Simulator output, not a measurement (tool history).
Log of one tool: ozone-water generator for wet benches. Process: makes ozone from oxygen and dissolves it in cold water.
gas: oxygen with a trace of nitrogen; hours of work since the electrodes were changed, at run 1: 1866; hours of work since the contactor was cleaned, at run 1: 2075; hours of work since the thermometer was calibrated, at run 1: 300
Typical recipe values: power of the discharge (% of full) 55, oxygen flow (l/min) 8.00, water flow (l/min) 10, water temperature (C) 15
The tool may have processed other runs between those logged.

| run | day | power of the discharge (% of full) | oxygen flow (l/min) | water flow (l/min) | water temperature (C) | hours of work since the electrodes were changed | hours of work since the contactor was cleaned | hours of work since the thermometer was calibrated | dissolved ozone (ppm) | ozone in the gas ahead of the water (g/m3) |
|---|---|---|---|---|---|---|---|---|---|---|
| 1 | 0.000 | 55 | 8.00 | 10 | 15 | 1866 | 2075 | 300 | 34.9 | 183.6 |
| 2 | 6.071 | 55 | 8.00 | 10 | 15 | 1971 | 2180 | 406 | 34.6 | 183.6 |
| 3 | 10.138 | 55 | 8.00 | 10 | 15 | 2042 | 2251 | 476 | 34.4 | 182.7 |
| 4 | 15.254 | 55 | 8.00 | 13 | 15 | 2131 | 2340 | 565 | 29.8 | 181.7 |
| 5 | 19.746 | 55 | 8.00 | 8 | 15 | 2209 | 2418 | 643 | 38.3 | 182.8 |
| 6 | 27.279 | 55 | 8.00 | 8 | 15 | 2340 | 2548 | 774 | 38.3 | 182.1 |
| 7 | 32.454 | 55 | 8.00 | 8 | 15 | 2430 | 2638 | 864 | 38.1 | 180.4 |
| 8 | 39.958 | 55 | 8.00 | 10 | 15 | 2560 | 2769 | 994 | 33.7 | 182.3 |
| 9 | 43.967 | 55 | 8.00 | 10 | 15 | 2630 | 2838 | 1064 | 33.8 | 179.9 |
| 10 | 52.658 | 89 | 8.00 | 10 | 15 | 2780 | 2989 | 1215 | 50.7 | 268.5 |
|  | 53.504 | water thermometer calibrated |
| 11 | 56.704 | 89 | 8.00 | 10 | 15 | 2850 | 3059 | 56 | 50.1 | 267.6 |
| 12 | 60.429 | 89 | 8.00 | 10 | 15 | 2915 | 3124 | 120 | 50.4 | 267.2 |
| 13 | 65.821 | 89 | 8.00 | 10 | 15 | 3009 | 3218 | 214 | 49.6 | 264.0 |
| 14 | 71.654 | 89 | 8.00 | 10 | 15 | 3110 | 3319 | 315 | 50.2 | 265.9 |
|  | 73.671 | water thermometer calibrated, once more |
| 15 | 78.854 | 88 | 11.02 | 10 | 8 | 3235 | 3444 | 90 | 55.3 | 229.7 |
| 16 | 84.542 | 94 | 12.08 | 9 | 15 | 3334 | 3542 | 189 | 50.5 | 233.2 |
| 17 | 93.333 | 94 | 12.08 | 8 | 12 | 3486 | 3695 | 342 | 56.6 | 231.3 |
| 18 | 102.212 | 94 | 12.08 | 8 | 12 | 3641 | 3849 | 496 | 57.5 | 232.4 |
| 19 | 110.092 | 46 | 8.00 | 12 | 15 | 3777 | 3986 | 633 | 25.8 | 152.1 |
| 20 | 113.946 | 46 | 8.00 | 12 | 7 | 3844 | 4053 | 700 | 30.3 | 152.7 |
| 21 | 120.092 | 46 | 8.00 | 12 | 7 | 3951 | 4160 | 806 | 29.8 | 151.6 |
|  | 120.838 | contactor cleaned |
| 22 | 126.517 | 46 | 8.00 | 12 | 7 | 4060 | 99 | 915 | 30.6 | 150.6 |
| 23 | 132.708 | 55 | 8.00 | 9 | 14 | 4167 | 206 | 1023 | 35.8 | 174.8 |
| 24 | 137.675 | 55 | 9.57 | 10 | 23 | 4254 | 292 | 1109 | 26.4 | 158.9 |
| 25 | 145.129 | 50 | 8.00 | 11 | 15 | 4383 | 422 | 1238 | 29.1 | 158.7 |

Branching from run 25: 4 alternative next runs. What would each branch give?
| A | 152.496 | 95 | 9.26 | 11 | 16 | 4511 | 550 | 1366 | ? | ? |
| B | 152.496 | 44 | 8.00 | 13 | 18 | 4511 | 550 | 1366 | ? | ? |
| C | 152.496 | 50 | 6.12 | 11 | 15 | 4511 | 550 | 1366 | ? | ? |
| D | 152.496 | 50 | 8.00 | 11 | 15 | 4511 | 550 | 1366 | ? | ? |

| run | dissolved ozone (ppm) | ozone in the gas ahead of the water (g/m3) |
|---|---|---|
| A | 45.8 | 250.1 |
| B | 22.6 | 142.9 |
| C | 29.5 | 177.5 |
| D | 28.5 | 158.8 |
Take away the tool's hidden state, keep each run's random variation, and the runs would have read:
| run | dissolved ozone (ppm) | ozone in the gas ahead of the water (g/m3) |
|---|---|---|
| A | 55.7 | 300.8 |
| B | 24.9 | 156.2 |
| C | 33.1 | 197.1 |
| D | 32.0 | 176.4 |

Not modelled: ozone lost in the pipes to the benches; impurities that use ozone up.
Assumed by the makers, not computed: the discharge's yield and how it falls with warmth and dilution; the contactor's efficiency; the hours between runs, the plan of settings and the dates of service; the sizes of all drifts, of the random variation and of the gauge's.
